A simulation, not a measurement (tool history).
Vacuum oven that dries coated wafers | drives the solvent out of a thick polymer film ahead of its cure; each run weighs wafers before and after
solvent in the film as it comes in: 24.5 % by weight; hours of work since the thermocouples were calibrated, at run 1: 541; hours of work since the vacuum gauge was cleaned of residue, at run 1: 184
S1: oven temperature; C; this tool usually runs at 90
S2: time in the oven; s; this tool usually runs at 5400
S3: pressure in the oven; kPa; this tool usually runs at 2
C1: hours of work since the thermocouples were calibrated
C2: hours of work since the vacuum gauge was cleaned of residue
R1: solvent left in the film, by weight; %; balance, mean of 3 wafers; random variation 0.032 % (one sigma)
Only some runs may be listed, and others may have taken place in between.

run,hour,S1,S2,S3,C1,C2,R1
1,0,90,5400,2,541,184,2.58
2,14.8,90,5400,2,552,195,2.65
3,24,90,5400,2.97,560,203,3.47
4,31.7,90,5400,2,565,209,2.61
5,39.2,90,5400,2,571,214,2.63
6,53.8,90,5400,2,583,226,2.63
7,66.9,90,4620,2,593,236,3.05
8,78.3,90,5400,1.55,601,245,2.27
9,85.9,90,5220,1.55,607,250,2.32
10,99.5,90,5220,1.55,618,261,2.31
11,106.2,90,5400,2,623,266,2.63
12,117.5,90,5400,2,632,275,2.66
13,128.2,90,5400,2,640,283,2.63
14,142.7,90,5400,2,651,294,2.63
15,154.8,90,5400,3.1,660,304,3.6
16,168.8,90,5400,3.1,671,314,3.61
17,178.4,90,5400,3.1,679,322,3.61
18,190.4,90,5400,3.1,688,331,3.62
19,203.8,90,5400,3.1,698,341,3.59
20,214.7,90,5400,1.49,707,350,2.29
21,229.7,90,5400,1.49,718,361,2.21
22,242.6,90,5400,6.47,728,371,6.64
23,253,90,6840,6.47,736,379,6.3
# hour 255.7: vacuum gauge cleaned of residue and calibrated
24,261.4,93,5400,2,742,4,2.16
25,271.2,93,5400,2,749,12,2.16
26,281.2,76,5400,3.47,757,20,9.93
27,295.3,76,5400,3.47,768,31,9.95
28,308.7,76,5400,3.47,778,41,9.92
29,324.1,76,3240,1.42,790,53,10.79
# hour 330.3: vacuum gauge cleaned of residue and calibrated, once more
30,332.5,91,5340,1.42,795,2,1.96
31,345,101,6660,1.69,805,11,1.08
32,357.3,101,4860,1.7,814,21,1.06
33,364.3,90,3060,3.42,820,26,6.11
34,379.4,90,3060,3.42,831,38,6.08
35,387.9,90,3060,3.42,838,44,6.08
# hour 394: oven's thermocouples calibrated
36,398.9,101,3120,2.99,4,51,2.23
37,414.4,101,3120,2.99,16,63,2.2
38,421.2,99,3360,2,21,69,1.79
39,437.1,95,3300,5.08,33,81,4.84
40,447.4,95,3300,5.08,41,89,4.8
41,457.4,90,5400,1.34,49,96,1.89
42,465.2,86,3000,2,55,103,6.45
43,473.7,81,8400,1.17,61,109,2.51
44,487.5,81,8400,1.17,72,120,2.51
45,496.6,81,8400,1.17,79,127,2.46
46,504.9,88,4200,7.18,86,133,8.49
47,519.4,94,4200,1.06,97,144,1.54

For some of the steps in R1 from one run to the next: how much would appear even if the tool had no hidden state, given the settings, what came in and random variation, and how much remains for the hidden state plus any gauge scatter that the measured result and the result without hidden state don't share?
Hidden conditions of the tool in this case: true wafer temperature over the reading, C; true pressure over the reading, kPa; drift of the gauge itself on solvent_pct, %.
Run 25 -> 26: S1 93 -> 76, S3 2 -> 3.47. R1 +7.77 %: hidden state +0.33, all else +7.44.
Run 29 -> 30: S1 76 -> 91, S2 3240 -> 5340, vacuum gauge cleaned of residue and calibrated, once more. R1 -8.83 %: hidden state -0.34, all else -8.49.
Run 35 -> 36: S1 90 -> 101, S2 3060 -> 3120, S3 3.42 -> 2.99, oven's thermocouples calibrated. R1 -3.85 %: hidden state -0.37, all else -3.48.
Run 46 -> 47: S1 88 -> 94, S3 7.18 -> 1.06. R1 -6.95 %: hidden state +0.03, all else -6.98.

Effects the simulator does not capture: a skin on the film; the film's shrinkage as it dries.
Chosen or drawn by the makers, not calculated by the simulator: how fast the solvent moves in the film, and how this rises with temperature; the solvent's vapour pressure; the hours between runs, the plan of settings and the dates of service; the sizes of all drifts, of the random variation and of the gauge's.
